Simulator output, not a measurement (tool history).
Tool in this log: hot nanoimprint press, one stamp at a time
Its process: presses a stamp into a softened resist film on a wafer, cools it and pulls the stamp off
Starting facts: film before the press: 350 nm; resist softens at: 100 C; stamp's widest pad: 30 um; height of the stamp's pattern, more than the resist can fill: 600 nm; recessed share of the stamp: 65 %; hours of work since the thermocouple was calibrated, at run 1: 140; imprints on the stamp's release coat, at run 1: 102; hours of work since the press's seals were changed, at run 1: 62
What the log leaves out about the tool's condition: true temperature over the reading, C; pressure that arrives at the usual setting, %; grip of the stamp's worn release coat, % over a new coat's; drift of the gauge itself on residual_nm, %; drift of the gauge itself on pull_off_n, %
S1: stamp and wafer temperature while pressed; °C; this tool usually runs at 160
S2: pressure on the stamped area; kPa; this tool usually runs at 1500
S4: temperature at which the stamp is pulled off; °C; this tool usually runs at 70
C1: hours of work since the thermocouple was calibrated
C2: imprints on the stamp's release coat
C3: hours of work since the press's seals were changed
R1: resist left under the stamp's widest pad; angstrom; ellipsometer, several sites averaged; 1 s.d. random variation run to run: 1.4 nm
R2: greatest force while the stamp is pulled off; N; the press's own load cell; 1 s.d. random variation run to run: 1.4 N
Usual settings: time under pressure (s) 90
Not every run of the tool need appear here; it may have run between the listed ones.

{"run": 1, "hour": 0.0, "S1": 160, "S2": 1500, "time under pressure (s)": 90, "S4": 70, "C1": 140, "C2": 102, "C3": 62, "R1": 2085, "R2": 150}
{"run": 2, "hour": 12.5, "S1": 163, "S2": 1500, "time under pressure (s)": 90, "S4": 70, "C1": 148, "C2": 138, "C3": 71, "R1": 1869, "R2": 151}
{"run": 3, "hour": 19.7, "S1": 150, "S2": 1500, "time under pressure (s)": 90, "S4": 70, "C1": 153, "C2": 160, "C3": 76, "R1": 2925, "R2": 150}
{"run": 4, "hour": 35.5, "S1": 160, "S2": 1500, "time under pressure (s)": 90, "S4": 70, "C1": 164, "C2": 206, "C3": 86, "R1": 2092, "R2": 149}
{"run": 5, "hour": 50.4, "S1": 160, "S2": 2350, "time under pressure (s)": 90, "S4": 70, "C1": 174, "C2": 250, "C3": 97, "R1": 1668, "R2": 151}
{"run": 6, "hour": 61.7, "S1": 160, "S2": 2350, "time under pressure (s)": 90, "S4": 70, "C1": 182, "C2": 283, "C3": 104, "R1": 1637, "R2": 152}
{"run": 7, "hour": 70.7, "S1": 160, "S2": 1500, "time under pressure (s)": 99, "S4": 70, "C1": 188, "C2": 309, "C3": 110, "R1": 2044, "R2": 150}
{"run": 8, "hour": 81.7, "S1": 160, "S2": 1500, "time under pressure (s)": 90, "S4": 70, "C1": 196, "C2": 342, "C3": 118, "R1": 2097, "R2": 152}
{"run": 9, "hour": 89.2, "S1": 160, "S2": 1500, "time under pressure (s)": 90, "S4": 70, "C1": 201, "C2": 364, "C3": 123, "R1": 2093, "R2": 151}
{"run": 10, "hour": 98.9, "S1": 160, "S2": 1500, "time under pressure (s)": 90, "S4": 70, "C1": 207, "C2": 392, "C3": 130, "R1": 2110, "R2": 149}
{"run": 11, "hour": 107.7, "S1": 160, "S2": 1500, "time under pressure (s)": 90, "S4": 70, "C1": 213, "C2": 418, "C3": 136, "R1": 2128, "R2": 151}
{"run": 12, "hour": 118.8, "S1": 160, "S2": 1810, "time under pressure (s)": 90, "S4": 70, "C1": 221, "C2": 451, "C3": 143, "R1": 1908, "R2": 151}
{"run": 13, "hour": 125.9, "S1": 160, "S2": 1020, "time under pressure (s)": 90, "S4": 70, "C1": 226, "C2": 472, "C3": 148, "R1": 2457, "R2": 149}
{"run": 14, "hour": 136.7, "S1": 160, "S2": 1020, "time under pressure (s)": 90, "S4": 70, "C1": 233, "C2": 503, "C3": 156, "R1": 2461, "R2": 148}
{"run": 15, "hour": 143.8, "S1": 160, "S2": 1020, "time under pressure (s)": 90, "S4": 70, "C1": 238, "C2": 524, "C3": 161, "R1": 2489, "R2": 153}
{"run": 16, "hour": 159.1, "S1": 160, "S2": 1020, "time under pressure (s)": 90, "S4": 70, "C1": 249, "C2": 569, "C3": 171, "R1": 2449, "R2": 152}
{"run": 17, "hour": 175.7, "S1": 160, "S2": 1020, "time under pressure (s)": 90, "S4": 70, "C1": 260, "C2": 618, "C3": 182, "R1": 2507, "R2": 151}
{"run": 18, "hour": 189.7, "S1": 160, "S2": 1020, "time under pressure (s)": 90, "S4": 70, "C1": 270, "C2": 659, "C3": 192, "R1": 2441, "R2": 152}
{"run": 19, "hour": 202.5, "S1": 160, "S2": 1020, "time under pressure (s)": 90, "S4": 70, "C1": 278, "C2": 697, "C3": 201, "R1": 2468, "R2": 152}
{"run": 20, "hour": 211.5, "S1": 172, "S2": 2010, "time under pressure (s)": 105, "S4": 63, "C1": 284, "C2": 723, "C3": 207, "R1": 1024, "R2": 169}
{"run": 21, "hour": 219.9, "S1": 156, "S2": 2010, "time under pressure (s)": 75, "S4": 65, "C1": 290, "C2": 748, "C3": 213, "R1": 2262, "R2": 165}
{"run": 22, "hour": 232.0, "S1": 156, "S2": 2010, "time under pressure (s)": 75, "S4": 65, "C1": 299, "C2": 783, "C3": 221, "R1": 2247, "R2": 167}
{"run": 23, "hour": 245.4, "S1": 168, "S2": 2060, "time under pressure (s)": 96, "S4": 68, "C1": 308, "C2": 823, "C3": 230, "R1": 1243, "R2": 157}
{"run": 24, "hour": 256.6, "S1": 160, "S2": 1500, "time under pressure (s)": 127, "S4": 70, "C1": 315, "C2": 856, "C3": 238, "R1": 1891, "R2": 152}
{"run": 25, "hour": 265.8, "S1": 160, "S2": 920, "time under pressure (s)": 127, "S4": 70, "C1": 322, "C2": 883, "C3": 244, "R1": 2363, "R2": 152}
{"hour": 279.5, "done": "stamp cleaned and given a new release coat"}
{"run": 26, "hour": 281.5, "S1": 167, "S2": 920, "time under pressure (s)": 100, "S4": 71, "C1": 328, "C2": 5, "C3": 251, "R1": 1948, "R2": 148}
{"run": 27, "hour": 293.3, "S1": 155, "S2": 1190, "time under pressure (s)": 90, "S4": 70, "C1": 336, "C2": 40, "C3": 259, "R1": 2731, "R2": 152}
{"run": 28, "hour": 309.7, "S1": 163, "S2": 1990, "time under pressure (s)": 103, "S4": 61, "C1": 348, "C2": 88, "C3": 270, "R1": 1529, "R2": 178}
{"run": 29, "hour": 321.1, "S1": 163, "S2": 1990, "time under pressure (s)": 70, "S4": 61, "C1": 355, "C2": 122, "C3": 278, "R1": 1739, "R2": 182}

What if the next run were any one of these 4? Each begins from the tool's condition after run 29:
{"run": "A", "hour": 331.6, "S1": 163, "S2": 2030, "time under pressure (s)": 70, "S4": 68, "C1": 363, "C2": 153, "C3": 285, "R1": "?", "R2": "?"}
{"run": "B", "hour": 331.6, "S1": 163, "S2": 1990, "time under pressure (s)": 70, "S4": 77, "C1": 363, "C2": 153, "C3": 285, "R1": "?", "R2": "?"}
{"run": "C", "hour": 331.6, "S1": 172, "S2": 1990, "time under pressure (s)": 87, "S4": 55, "C1": 363, "C2": 153, "C3": 285, "R1": "?", "R2": "?"}
{"run": "D", "hour": 331.6, "S1": 160, "S2": 1500, "time under pressure (s)": 66, "S4": 68, "C1": 363, "C2": 153, "C3": 285, "R1": "?", "R2": "?"}

run=A R1=1698 R2=156
run=B R1=1719 R2=128
run=C R1=1099 R2=196
run=D R1=2279 R2=157
Stripped of hidden state, with their random variation kept, the same runs would have yielded:
run=A R1=1696 R2=156
run=B R1=1717 R2=128
run=C R1=1098 R2=196
run=D R1=2277 R2=157
